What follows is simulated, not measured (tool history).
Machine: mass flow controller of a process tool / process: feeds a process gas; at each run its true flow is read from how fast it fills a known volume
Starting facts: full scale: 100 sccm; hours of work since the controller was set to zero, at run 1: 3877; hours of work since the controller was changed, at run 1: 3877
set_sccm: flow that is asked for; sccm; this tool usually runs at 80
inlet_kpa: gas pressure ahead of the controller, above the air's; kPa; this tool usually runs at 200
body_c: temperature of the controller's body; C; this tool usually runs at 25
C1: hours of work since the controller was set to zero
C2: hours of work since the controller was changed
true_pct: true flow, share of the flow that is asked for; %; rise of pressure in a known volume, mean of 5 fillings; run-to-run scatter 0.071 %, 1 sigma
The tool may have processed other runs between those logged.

{"run": 1, "hour": 0.0, "set_sccm": 80, "inlet_kpa": 200, "body_c": 25, "C1": 3877, "C2": 3877, "true_pct": 100.01}
{"run": 2, "hour": 154.0, "set_sccm": 80, "inlet_kpa": 200, "body_c": 25, "C1": 3964, "C2": 3964, "true_pct": 100.06}
{"run": 3, "hour": 335.2, "set_sccm": 80, "inlet_kpa": 200, "body_c": 25, "C1": 4066, "C2": 4066, "true_pct": 100.15}
{"run": 4, "hour": 586.9, "set_sccm": 80, "inlet_kpa": 200, "body_c": 25, "C1": 4208, "C2": 4208, "true_pct": 99.96}
{"run": 5, "hour": 790.0, "set_sccm": 80, "inlet_kpa": 200, "body_c": 32, "C1": 4322, "C2": 4322, "true_pct": 100.65}
{"run": 6, "hour": 961.0, "set_sccm": 80, "inlet_kpa": 200, "body_c": 25, "C1": 4419, "C2": 4419, "true_pct": 100.05}
{"run": 7, "hour": 1222.6, "set_sccm": 80, "inlet_kpa": 200, "body_c": 25, "C1": 4566, "C2": 4566, "true_pct": 100.13}
{"run": 8, "hour": 1390.0, "set_sccm": 80, "inlet_kpa": 200, "body_c": 28, "C1": 4660, "C2": 4660, "true_pct": 100.38}
{"run": 9, "hour": 1651.2, "set_sccm": 80, "inlet_kpa": 176, "body_c": 25, "C1": 4808, "C2": 4808, "true_pct": 100.03}
{"run": 10, "hour": 1947.9, "set_sccm": 80, "inlet_kpa": 176, "body_c": 25, "C1": 4975, "C2": 4975, "true_pct": 100.06}
{"run": 11, "hour": 2241.3, "set_sccm": 80, "inlet_kpa": 272, "body_c": 25, "C1": 5140, "C2": 5140, "true_pct": 99.85}
{"run": 12, "hour": 2411.8, "set_sccm": 80, "inlet_kpa": 272, "body_c": 25, "C1": 5236, "C2": 5236, "true_pct": 99.86}
{"run": 13, "hour": 2550.3, "set_sccm": 80, "inlet_kpa": 272, "body_c": 25, "C1": 5314, "C2": 5314, "true_pct": 100.08}
{"run": 14, "hour": 2773.5, "set_sccm": 80, "inlet_kpa": 272, "body_c": 25, "C1": 5440, "C2": 5440, "true_pct": 99.93}
{"run": 15, "hour": 2986.3, "set_sccm": 80, "inlet_kpa": 272, "body_c": 25, "C1": 5560, "C2": 5560, "true_pct": 99.84}
{"run": 16, "hour": 3137.7, "set_sccm": 80, "inlet_kpa": 272, "body_c": 25, "C1": 5645, "C2": 5645, "true_pct": 99.74}
{"run": 17, "hour": 3365.3, "set_sccm": 80, "inlet_kpa": 272, "body_c": 25, "C1": 5773, "C2": 5773, "true_pct": 99.82}
{"run": 18, "hour": 3578.0, "set_sccm": 80, "inlet_kpa": 272, "body_c": 25, "C1": 5893, "C2": 5893, "true_pct": 99.92}
{"run": 19, "hour": 3865.3, "set_sccm": 80, "inlet_kpa": 272, "body_c": 25, "C1": 6055, "C2": 6055, "true_pct": 99.92}
{"run": 20, "hour": 4112.8, "set_sccm": 80, "inlet_kpa": 200, "body_c": 25, "C1": 6195, "C2": 6195, "true_pct": 100.07}
{"run": 21, "hour": 4260.8, "set_sccm": 80, "inlet_kpa": 200, "body_c": 25, "C1": 6278, "C2": 6278, "true_pct": 100.05}
{"run": 22, "hour": 4512.0, "set_sccm": 80, "inlet_kpa": 200, "body_c": 25, "C1": 6419, "C2": 6419, "true_pct": 99.98}
{"hour": 4534.6, "done": "controller's zero set anew"}
{"run": 23, "hour": 4659.9, "set_sccm": 80, "inlet_kpa": 200, "body_c": 25, "C1": 71, "C2": 6503, "true_pct": 100.5}
{"run": 24, "hour": 4943.0, "set_sccm": 80, "inlet_kpa": 146, "body_c": 25, "C1": 230, "C2": 6662, "true_pct": 100.6}
{"run": 25, "hour": 5088.0, "set_sccm": 80, "inlet_kpa": 146, "body_c": 25, "C1": 312, "C2": 6744, "true_pct": 100.65}
{"run": 26, "hour": 5386.1, "set_sccm": 80, "inlet_kpa": 177, "body_c": 24, "C1": 480, "C2": 6912, "true_pct": 100.44}
{"run": 27, "hour": 5521.8, "set_sccm": 80, "inlet_kpa": 252, "body_c": 36, "C1": 556, "C2": 6988, "true_pct": 101.53}
{"run": 28, "hour": 5658.2, "set_sccm": 80, "inlet_kpa": 252, "body_c": 36, "C1": 633, "C2": 7065, "true_pct": 101.61}
{"run": 29, "hour": 5878.2, "set_sccm": 80, "inlet_kpa": 252, "body_c": 36, "C1": 757, "C2": 7189, "true_pct": 101.7}
{"hour": 5914.4, "done": "controller's zero set anew, once more"}
{"run": 30, "hour": 6113.8, "set_sccm": 29, "inlet_kpa": 232, "body_c": 25, "C1": 112, "C2": 7321, "true_pct": 98.28}
{"run": 31, "hour": 6258.6, "set_sccm": 15, "inlet_kpa": 232, "body_c": 29, "C1": 194, "C2": 7403, "true_pct": 98.9}
{"run": 32, "hour": 6433.4, "set_sccm": 15, "inlet_kpa": 232, "body_c": 29, "C1": 292, "C2": 7501, "true_pct": 98.92}
{"run": 33, "hour": 6732.7, "set_sccm": 17, "inlet_kpa": 146, "body_c": 23, "C1": 461, "C2": 7670, "true_pct": 98.5}
{"run": 34, "hour": 6926.7, "set_sccm": 17, "inlet_kpa": 189, "body_c": 23, "C1": 570, "C2": 7779, "true_pct": 98.53}
{"run": 35, "hour": 7194.6, "set_sccm": 17, "inlet_kpa": 189, "body_c": 23, "C1": 721, "C2": 7930, "true_pct": 98.6}
{"run": 36, "hour": 7437.1, "set_sccm": 22, "inlet_kpa": 152, "body_c": 36, "C1": 858, "C2": 8067, "true_pct": 99.9}
{"run": 37, "hour": 7735.9, "set_sccm": 46, "inlet_kpa": 227, "body_c": 25, "C1": 1026, "C2": 8235, "true_pct": 98.57}
{"run": 38, "hour": 7931.8, "set_sccm": 46, "inlet_kpa": 245, "body_c": 25, "C1": 1137, "C2": 8346, "true_pct": 98.43}
{"run": 39, "hour": 8071.5, "set_sccm": 80, "inlet_kpa": 164, "body_c": 37, "C1": 1215, "C2": 8424, "true_pct": 99.79}
{"run": 40, "hour": 8266.1, "set_sccm": 13, "inlet_kpa": 164, "body_c": 34, "C1": 1325, "C2": 8534, "true_pct": 100.63}
{"run": 41, "hour": 8523.8, "set_sccm": 80, "inlet_kpa": 161, "body_c": 36, "C1": 1470, "C2": 8679, "true_pct": 99.55}
{"run": 42, "hour": 8704.8, "set_sccm": 80, "inlet_kpa": 161, "body_c": 36, "C1": 1572, "C2": 8781, "true_pct": 99.69}
{"run": 43, "hour": 8874.6, "set_sccm": 35, "inlet_kpa": 155, "body_c": 34, "C1": 1668, "C2": 8877, "true_pct": 99.75}
{"run": 44, "hour": 9080.1, "set_sccm": 77, "inlet_kpa": 241, "body_c": 24, "C1": 1784, "C2": 8993, "true_pct": 98.36}
{"run": 45, "hour": 9201.9, "set_sccm": 77, "inlet_kpa": 241, "body_c": 24, "C1": 1852, "C2": 9061, "true_pct": 98.43}
{"run": 46, "hour": 9357.2, "set_sccm": 77, "inlet_kpa": 237, "body_c": 24, "C1": 1940, "C2": 9149, "true_pct": 98.44}
{"run": 47, "hour": 9537.2, "set_sccm": 87, "inlet_kpa": 181, "body_c": 24, "C1": 2041, "C2": 9250, "true_pct": 98.44}

4 ways to go on from here, each from the tool as it stands after run 47. What would each give?
{"run": "A", "hour": 9728.8, "set_sccm": 12, "inlet_kpa": 160, "body_c": 28, "C1": 2149, "C2": 9358, "true_pct": "?"}
{"run": "B", "hour": 9728.8, "set_sccm": 76, "inlet_kpa": 200, "body_c": 36, "C1": 2149, "C2": 9358, "true_pct": "?"}
{"run": "C", "hour": 9728.8, "set_sccm": 87, "inlet_kpa": 148, "body_c": 23, "C1": 2149, "C2": 9358, "true_pct": "?"}
{"run": "D", "hour": 9728.8, "set_sccm": 13, "inlet_kpa": 277, "body_c": 39, "C1": 2149, "C2": 9358, "true_pct": "?"}

run=A true_pct=101.07
run=B true_pct=99.72
run=C true_pct=98.41
run=D true_pct=101.93
With no hidden state in the tool, these same runs would have given:
run=A true_pct=99.88
run=B true_pct=101.07
run=C true_pct=99.82
run=D true_pct=100.97
